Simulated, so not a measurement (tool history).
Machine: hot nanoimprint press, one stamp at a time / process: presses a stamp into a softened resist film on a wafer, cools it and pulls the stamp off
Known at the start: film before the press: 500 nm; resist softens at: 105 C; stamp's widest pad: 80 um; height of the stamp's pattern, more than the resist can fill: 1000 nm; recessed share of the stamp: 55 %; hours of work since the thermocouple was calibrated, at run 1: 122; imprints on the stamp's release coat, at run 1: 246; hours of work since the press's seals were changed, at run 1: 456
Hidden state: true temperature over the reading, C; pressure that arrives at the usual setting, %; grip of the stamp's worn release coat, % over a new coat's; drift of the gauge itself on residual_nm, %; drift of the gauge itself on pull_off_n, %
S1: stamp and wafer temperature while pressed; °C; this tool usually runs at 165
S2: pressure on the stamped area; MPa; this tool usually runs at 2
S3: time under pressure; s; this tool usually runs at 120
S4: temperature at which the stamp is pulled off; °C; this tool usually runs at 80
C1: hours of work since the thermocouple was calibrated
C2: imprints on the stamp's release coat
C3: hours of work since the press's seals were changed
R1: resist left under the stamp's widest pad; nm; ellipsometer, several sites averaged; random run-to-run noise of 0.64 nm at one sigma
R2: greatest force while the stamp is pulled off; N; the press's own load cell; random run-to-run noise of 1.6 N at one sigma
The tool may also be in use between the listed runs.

run	hour	S1	S2	S3	S4	C1	C2	C3	R1	R2
1	0.0	165	2	120	80	122	246	456	178.0	145
2	84.6	165	2	120	80	185	532	519	177.0	142
# hour 119.5: press's hydraulic seals changed and the load cell set to zero
3	133.8	165	2	120	78	216	670	11	177.3	150
# hour 208.2: plate thermocouple calibrated
4	212.3	165	2	147	80	3	925	67	162.2	145
5	252.3	165	2	120	80	33	1060	97	178.1	144
6	327.2	165	2	120	80	89	1312	153	177.6	143
7	379.3	165	2	120	80	128	1488	192	177.2	142
# hour 399.2: stamp cleaned and given a new release coat
8	463.6	165	2	120	76	187	217	251	178.1	161
9	546.9	165	2	120	76	249	498	314	177.6	159
# hour 578.8: plate thermocouple calibrated
10	608.2	165	2	120	76	22	694	357	177.5	164
11	653.0	165	2	120	76	56	845	391	176.9	158
12	741.2	165	2	120	76	122	1142	457	177.2	161
13	811.4	165	2	120	76	174	1379	510	177.3	160
# hour 861.3: press's hydraulic seals changed and the load cell set to zero
# hour 875.5: stamp cleaned and given a new release coat
14	911.6	165	2	120	76	239	122	33	177.0	162
# hour 954.8: plate thermocouple calibrated
15	983.4	165	2	120	76	21	354	85	177.6	160

Run 16 is up next; what results do you expect?
16	1042.1	164	2	120	88	65	551	129	?	?

For run 16 the tool returned R1 185.5 nm, R2 110 N.
With the hidden condition absent and the run-to-run variation left alone, this run would have shown R1 185.4 nm, R2 110 N.
